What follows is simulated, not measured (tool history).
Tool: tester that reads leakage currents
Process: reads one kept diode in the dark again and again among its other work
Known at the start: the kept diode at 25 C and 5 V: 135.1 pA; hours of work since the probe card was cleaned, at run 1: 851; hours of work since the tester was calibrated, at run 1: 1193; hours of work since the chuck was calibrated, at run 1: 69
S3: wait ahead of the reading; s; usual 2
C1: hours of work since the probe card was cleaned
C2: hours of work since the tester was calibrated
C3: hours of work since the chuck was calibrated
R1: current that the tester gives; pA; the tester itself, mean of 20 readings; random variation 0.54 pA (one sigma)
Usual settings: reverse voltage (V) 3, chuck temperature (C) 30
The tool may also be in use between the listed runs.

{"run": 1, "hour": 0.0, "reverse voltage (V)": 3, "chuck temperature (C)": 30, "S3": 2, "C1": 851, "C2": 1193, "C3": 69, "R1": 179.84}
{"run": 2, "hour": 65.1, "reverse voltage (V)": 3, "chuck temperature (C)": 30, "S3": 2, "C1": 889, "C2": 1231, "C3": 107, "R1": 179.13}
{"run": 3, "hour": 118.0, "reverse voltage (V)": 3, "chuck temperature (C)": 30, "S3": 5.85, "C1": 919, "C2": 1262, "C3": 137, "R1": 179.64}
{"run": 4, "hour": 169.5, "reverse voltage (V)": 3, "chuck temperature (C)": 30, "S3": 5.85, "C1": 949, "C2": 1291, "C3": 167, "R1": 179.72}
{"run": 5, "hour": 200.1, "reverse voltage (V)": 3, "chuck temperature (C)": 30, "S3": 2, "C1": 967, "C2": 1309, "C3": 185, "R1": 178.04}
{"run": 6, "hour": 241.4, "reverse voltage (V)": 3, "chuck temperature (C)": 30, "S3": 2, "C1": 991, "C2": 1333, "C3": 209, "R1": 179.45}
{"run": 7, "hour": 279.2, "reverse voltage (V)": 3, "chuck temperature (C)": 30, "S3": 2, "C1": 1012, "C2": 1355, "C3": 230, "R1": 179.13}
{"run": 8, "hour": 340.7, "reverse voltage (V)": 3, "chuck temperature (C)": 30, "S3": 2, "C1": 1048, "C2": 1390, "C3": 266, "R1": 180.15}
{"run": 9, "hour": 401.2, "reverse voltage (V)": 3, "chuck temperature (C)": 30, "S3": 2, "C1": 1083, "C2": 1425, "C3": 301, "R1": 179.12}
{"run": 10, "hour": 455.0, "reverse voltage (V)": 3, "chuck temperature (C)": 30, "S3": 2, "C1": 1114, "C2": 1457, "C3": 332, "R1": 179.47}
{"run": 11, "hour": 513.5, "reverse voltage (V)": 3, "chuck temperature (C)": 30, "S3": 2, "C1": 1148, "C2": 1490, "C3": 366, "R1": 179.89}
{"run": 12, "hour": 540.9, "reverse voltage (V)": 3, "chuck temperature (C)": 54, "S3": 2, "C1": 1164, "C2": 1506, "C3": 382, "R1": 1213.93}
{"run": 13, "hour": 598.0, "reverse voltage (V)": 3, "chuck temperature (C)": 30, "S3": 2, "C1": 1197, "C2": 1539, "C3": 415, "R1": 179.12}
{"run": 14, "hour": 656.0, "reverse voltage (V)": 3, "chuck temperature (C)": 30, "S3": 2, "C1": 1230, "C2": 1573, "C3": 449, "R1": 179.57}
{"run": 15, "hour": 693.7, "reverse voltage (V)": 11.68, "chuck temperature (C)": 30, "S3": 2, "C1": 1252, "C2": 1595, "C3": 470, "R1": 273.17}
{"run": 16, "hour": 724.5, "reverse voltage (V)": 2.39, "chuck temperature (C)": 30, "S3": 2, "C1": 1270, "C2": 1613, "C3": 488, "R1": 166.69}
{"run": 17, "hour": 754.2, "reverse voltage (V)": 2.39, "chuck temperature (C)": 30, "S3": 2, "C1": 1287, "C2": 1630, "C3": 505, "R1": 166.86}
{"run": 18, "hour": 792.7, "reverse voltage (V)": 12.13, "chuck temperature (C)": 30, "S3": 2, "C1": 1310, "C2": 1652, "C3": 528, "R1": 275.87}
{"run": 19, "hour": 826.0, "reverse voltage (V)": 3, "chuck temperature (C)": 30, "S3": 2, "C1": 1329, "C2": 1671, "C3": 547, "R1": 178.91}
{"run": 20, "hour": 855.0, "reverse voltage (V)": 3, "chuck temperature (C)": 30, "S3": 1.7, "C1": 1346, "C2": 1688, "C3": 564, "R1": 179.51}
{"run": 21, "hour": 910.2, "reverse voltage (V)": 18.59, "chuck temperature (C)": 30, "S3": 0.32, "C1": 1378, "C2": 1720, "C3": 596, "R1": 319.47}
{"run": 22, "hour": 972.7, "reverse voltage (V)": 2.93, "chuck temperature (C)": 34, "S3": 0.32, "C1": 1414, "C2": 1756, "C3": 632, "R1": 250.78}
{"run": 23, "hour": 1024.1, "reverse voltage (V)": 1.85, "chuck temperature (C)": 39, "S3": 2, "C1": 1443, "C2": 1786, "C3": 661, "R1": 329.33}
{"run": 24, "hour": 1054.0, "reverse voltage (V)": 3, "chuck temperature (C)": 52, "S3": 2, "C1": 1461, "C2": 1803, "C3": 679, "R1": 1044.55}
{"run": 25, "hour": 1117.6, "reverse voltage (V)": 14.5, "chuck temperature (C)": 21, "S3": 1.14, "C1": 1498, "C2": 1840, "C3": 716, "R1": 132.31}
{"run": 26, "hour": 1162.9, "reverse voltage (V)": 14.5, "chuck temperature (C)": 21, "S3": 1.14, "C1": 1524, "C2": 1866, "C3": 742, "R1": 131.32}
{"run": 27, "hour": 1189.9, "reverse voltage (V)": 14.5, "chuck temperature (C)": 21, "S3": 1.14, "C1": 1539, "C2": 1882, "C3": 757, "R1": 132.12}
{"run": 28, "hour": 1224.8, "reverse voltage (V)": 14.5, "chuck temperature (C)": 21, "S3": 1.14, "C1": 1560, "C2": 1902, "C3": 778, "R1": 131.68}
{"run": 29, "hour": 1274.8, "reverse voltage (V)": 1.33, "chuck temperature (C)": 48, "S3": 2.54, "C1": 1588, "C2": 1931, "C3": 806, "R1": 606.88}
{"run": 30, "hour": 1332.7, "reverse voltage (V)": 2.77, "chuck temperature (C)": 30, "S3": 2, "C1": 1622, "C2": 1964, "C3": 840, "R1": 176.42}
{"run": 31, "hour": 1374.1, "reverse voltage (V)": 5.03, "chuck temperature (C)": 30, "S3": 1.48, "C1": 1646, "C2": 1988, "C3": 864, "R1": 211.54}
{"run": 32, "hour": 1431.8, "reverse voltage (V)": 2.42, "chuck temperature (C)": 21, "S3": 9.92, "C1": 1679, "C2": 2022, "C3": 897, "R1": 75.6}
{"run": 33, "hour": 1481.1, "reverse voltage (V)": 2.62, "chuck temperature (C)": 39, "S3": 0.83, "C1": 1708, "C2": 2050, "C3": 926, "R1": 365.02}
{"run": 34, "hour": 1522.2, "reverse voltage (V)": 15.12, "chuck temperature (C)": 39, "S3": 8.57, "C1": 1732, "C2": 2074, "C3": 950, "R1": 629.79}
{"run": 35, "hour": 1566.8, "reverse voltage (V)": 3.51, "chuck temperature (C)": 39, "S3": 2.37, "C1": 1757, "C2": 2100, "C3": 975, "R1": 399.04}
{"run": 36, "hour": 1614.8, "reverse voltage (V)": 3.51, "chuck temperature (C)": 50, "S3": 1.11, "C1": 1785, "C2": 2128, "C3": 1003, "R1": 950.34}
{"run": 37, "hour": 1680.0, "reverse voltage (V)": 3.51, "chuck temperature (C)": 50, "S3": 1.11, "C1": 1823, "C2": 2165, "C3": 1041, "R1": 950.38}
{"run": 38, "hour": 1740.8, "reverse voltage (V)": 3, "chuck temperature (C)": 45, "S3": 1.43, "C1": 1858, "C2": 2201, "C3": 1076, "R1": 614.02}
{"run": 39, "hour": 1795.1, "reverse voltage (V)": 3.6, "chuck temperature (C)": 50, "S3": 2.17, "C1": 1890, "C2": 2232, "C3": 1108, "R1": 954.61}

Some steps in R1 between neighbouring runs. How much of each would the tool show without its hidden state too (settings, what came in, random variation), and how much is left for the hidden state, with any gauge scatter that isn't in both results?
The hidden state here: stray current of the dirty probe card, pA a volt; current scale over the true one, %; true chuck temperature over the reading, C; drift of the gauge itself on leakage_pa, %.
Run 11 -> 12: chuck temperature (C) 30 -> 54. R1 +1034.04 pA: hidden state +0.38, all else +1033.66.
Run 12 -> 13: chuck temperature (C) 54 -> 30. R1 -1034.81 pA: hidden state -0.37, all else -1034.44.
Run 23 -> 24: reverse voltage (V) 1.85 -> 3, chuck temperature (C) 39 -> 52. R1 +715.22 pA: hidden state +0.43, all else +714.79.
Run 24 -> 25: reverse voltage (V) 3 -> 14.5, chuck temperature (C) 52 -> 21, S3 2 -> 1.14. R1 -912.24 pA: hidden state -0.45, all else -911.79.
Run 35 -> 36: chuck temperature (C) 39 -> 50, S3 2.37 -> 1.11. R1 +551.3 pA: hidden state +0.47, all else +550.83.
